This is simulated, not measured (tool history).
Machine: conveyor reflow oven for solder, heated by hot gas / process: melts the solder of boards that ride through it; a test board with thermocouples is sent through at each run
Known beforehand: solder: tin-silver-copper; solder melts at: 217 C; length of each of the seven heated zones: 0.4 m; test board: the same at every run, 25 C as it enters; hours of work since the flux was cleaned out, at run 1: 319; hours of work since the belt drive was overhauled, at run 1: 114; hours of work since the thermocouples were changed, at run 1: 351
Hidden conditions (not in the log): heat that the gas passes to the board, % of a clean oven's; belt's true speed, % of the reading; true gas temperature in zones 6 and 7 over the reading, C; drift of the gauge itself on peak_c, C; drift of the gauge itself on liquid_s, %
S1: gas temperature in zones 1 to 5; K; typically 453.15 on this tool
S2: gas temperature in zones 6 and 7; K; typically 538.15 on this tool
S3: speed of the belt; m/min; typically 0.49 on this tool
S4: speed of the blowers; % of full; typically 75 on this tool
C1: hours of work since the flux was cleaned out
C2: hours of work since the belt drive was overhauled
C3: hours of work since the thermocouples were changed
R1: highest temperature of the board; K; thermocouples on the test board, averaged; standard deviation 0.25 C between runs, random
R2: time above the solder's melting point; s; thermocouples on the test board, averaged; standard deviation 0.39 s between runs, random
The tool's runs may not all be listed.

{"run": 1, "hour": 0.0, "S1": 453.15, "S2": 538.15, "S3": 0.49, "S4": 75, "C1": 319, "C2": 114, "C3": 351, "R1": 526.45, "R2": 78.2}
{"run": 2, "hour": 6.0, "S1": 453.15, "S2": 538.15, "S3": 0.49, "S4": 75, "C1": 322, "C2": 116, "C3": 353, "R1": 526.55, "R2": 78.5}
{"run": 3, "hour": 10.8, "S1": 453.15, "S2": 538.15, "S3": 0.49, "S4": 78, "C1": 324, "C2": 118, "C3": 355, "R1": 526.85, "R2": 78.8}
{"run": 4, "hour": 15.3, "S1": 453.15, "S2": 538.15, "S3": 0.49, "S4": 54, "C1": 326, "C2": 120, "C3": 357, "R1": 522.05, "R2": 72.4}
{"run": 5, "hour": 20.8, "S1": 453.15, "S2": 538.15, "S3": 0.477, "S4": 75, "C1": 328, "C2": 123, "C3": 359, "R1": 527.25, "R2": 81.2}
{"run": 6, "hour": 26.3, "S1": 453.15, "S2": 538.15, "S3": 0.477, "S4": 75, "C1": 331, "C2": 125, "C3": 362, "R1": 527.35, "R2": 79.9}
{"run": 7, "hour": 30.8, "S1": 444.15, "S2": 538.15, "S3": 0.49, "S4": 75, "C1": 333, "C2": 127, "C3": 364, "R1": 525.15, "R2": 72.7}
{"run": 8, "hour": 35.3, "S1": 444.15, "S2": 538.15, "S3": 0.49, "S4": 75, "C1": 334, "C2": 129, "C3": 366, "R1": 525.55, "R2": 72.5}
{"run": 9, "hour": 43.8, "S1": 467.15, "S2": 538.15, "S3": 0.49, "S4": 75, "C1": 338, "C2": 132, "C3": 369, "R1": 529.05, "R2": 87.3}
{"run": 10, "hour": 49.7, "S1": 453.15, "S2": 538.15, "S3": 0.49, "S4": 75, "C1": 341, "C2": 135, "C3": 372, "R1": 526.55, "R2": 78.1}
{"run": 11, "hour": 53.7, "S1": 453.15, "S2": 538.15, "S3": 0.49, "S4": 75, "C1": 342, "C2": 137, "C3": 373, "R1": 526.35, "R2": 78.7}
{"run": 12, "hour": 62.5, "S1": 453.15, "S2": 538.15, "S3": 0.49, "S4": 75, "C1": 346, "C2": 140, "C3": 377, "R1": 526.85, "R2": 78.9}
{"run": 13, "hour": 70.6, "S1": 453.15, "S2": 538.15, "S3": 0.49, "S4": 75, "C1": 349, "C2": 144, "C3": 381, "R1": 526.45, "R2": 78.6}
{"run": 14, "hour": 76.6, "S1": 453.15, "S2": 538.15, "S3": 0.49, "S4": 75, "C1": 352, "C2": 146, "C3": 383, "R1": 526.65, "R2": 77.8}
{"run": 15, "hour": 80.9, "S1": 453.15, "S2": 538.15, "S3": 0.49, "S4": 75, "C1": 354, "C2": 148, "C3": 385, "R1": 526.15, "R2": 78.5}
{"run": 16, "hour": 85.2, "S1": 453.15, "S2": 538.15, "S3": 0.49, "S4": 75, "C1": 356, "C2": 150, "C3": 387, "R1": 526.55, "R2": 78}
{"run": 17, "hour": 90.3, "S1": 456.15, "S2": 538.15, "S3": 0.49, "S4": 52, "C1": 358, "C2": 152, "C3": 389, "R1": 522.05, "R2": 74.3}
{"run": 18, "hour": 95.4, "S1": 456.15, "S2": 538.15, "S3": 0.49, "S4": 52, "C1": 360, "C2": 154, "C3": 391, "R1": 522.05, "R2": 74.2}
{"run": 19, "hour": 99.5, "S1": 456.15, "S2": 538.15, "S3": 0.576, "S4": 90, "C1": 362, "C2": 156, "C3": 393, "R1": 524.55, "R2": 65.8}
{"run": 20, "hour": 106.3, "S1": 456.15, "S2": 538.15, "S3": 0.576, "S4": 90, "C1": 365, "C2": 159, "C3": 396, "R1": 525.05, "R2": 66.1}
{"run": 21, "hour": 114.1, "S1": 439.15, "S2": 538.15, "S3": 0.576, "S4": 56, "C1": 368, "C2": 162, "C3": 399, "R1": 513.85, "R2": 44.3}
{"hour": 118.8, "done": "belt drive overhauled, speed set with a stopwatch"}
{"run": 22, "hour": 125.8, "S1": 439.15, "S2": 538.15, "S3": 0.576, "S4": 56, "C1": 371, "C2": 3, "C3": 402, "R1": 513.75, "R2": 45.2}
{"run": 23, "hour": 135.0, "S1": 439.15, "S2": 538.15, "S3": 0.576, "S4": 56, "C1": 375, "C2": 7, "C3": 406, "R1": 513.15, "R2": 45.4}
{"hour": 144.3, "done": "belt drive overhauled, speed set with a stopwatch, once more"}
{"run": 24, "hour": 148.1, "S1": 439.15, "S2": 538.15, "S3": 0.576, "S4": 56, "C1": 379, "C2": 2, "C3": 410, "R1": 513.45, "R2": 44.7}
{"run": 25, "hour": 155.1, "S1": 439.15, "S2": 538.15, "S3": 0.576, "S4": 56, "C1": 382, "C2": 5, "C3": 413, "R1": 513.15, "R2": 45}
{"run": 26, "hour": 162.4, "S1": 439.15, "S2": 538.15, "S3": 0.576, "S4": 56, "C1": 385, "C2": 8, "C3": 416, "R1": 513.45, "R2": 44.6}
{"run": 27, "hour": 170.1, "S1": 453.15, "S2": 547.15, "S3": 0.4, "S4": 63, "C1": 388, "C2": 11, "C3": 419, "R1": 537.75, "R2": 105.5}
{"run": 28, "hour": 174.1, "S1": 453.15, "S2": 535.15, "S3": 0.444, "S4": 75, "C1": 390, "C2": 13, "C3": 421, "R1": 526.25, "R2": 86.6}
{"run": 29, "hour": 182.2, "S1": 467.15, "S2": 535.15, "S3": 0.444, "S4": 75, "C1": 393, "C2": 16, "C3": 425, "R1": 527.65, "R2": 96.7}
{"run": 30, "hour": 189.6, "S1": 454.15, "S2": 540.15, "S3": 0.466, "S4": 52, "C1": 397, "C2": 19, "C3": 428, "R1": 525.05, "R2": 78.9}
{"run": 31, "hour": 197.8, "S1": 450.15, "S2": 540.15, "S3": 0.443, "S4": 77, "C1": 400, "C2": 23, "C3": 431, "R1": 530.95, "R2": 88.9}

Pick out some run-to-run changes in R1. Of each, how much would a tool without hidden state show as well, from the settings, what came in and chance, and how much is left for the hidden state and any gauge scatter not in both results compared?
Run 6 -> 7: S1 453.15 -> 444.15, S3 0.477 -> 0.49. R1 -2.2 K: hidden state -0.2, all else -2.
Run 18 -> 19: S3 0.49 -> 0.576, S4 52 -> 90. R1 +2.5 K: hidden state -0.4, all else +2.9.
Run 20 -> 21: S1 456.15 -> 439.15, S4 90 -> 56. R1 -11.2 K: hidden state -0.1, all else -11.1.
Run 26 -> 27: S1 439.15 -> 453.15, S2 538.15 -> 547.15, S3 0.576 -> 0.4, S4 56 -> 63. R1 +24.3 K: hidden state +0.9, all else +23.4.
Run 27 -> 28: S2 547.15 -> 535.15, S3 0.4 -> 0.444, S4 63 -> 75. R1 -11.5 K: hidden state -0.1, all else -11.4.
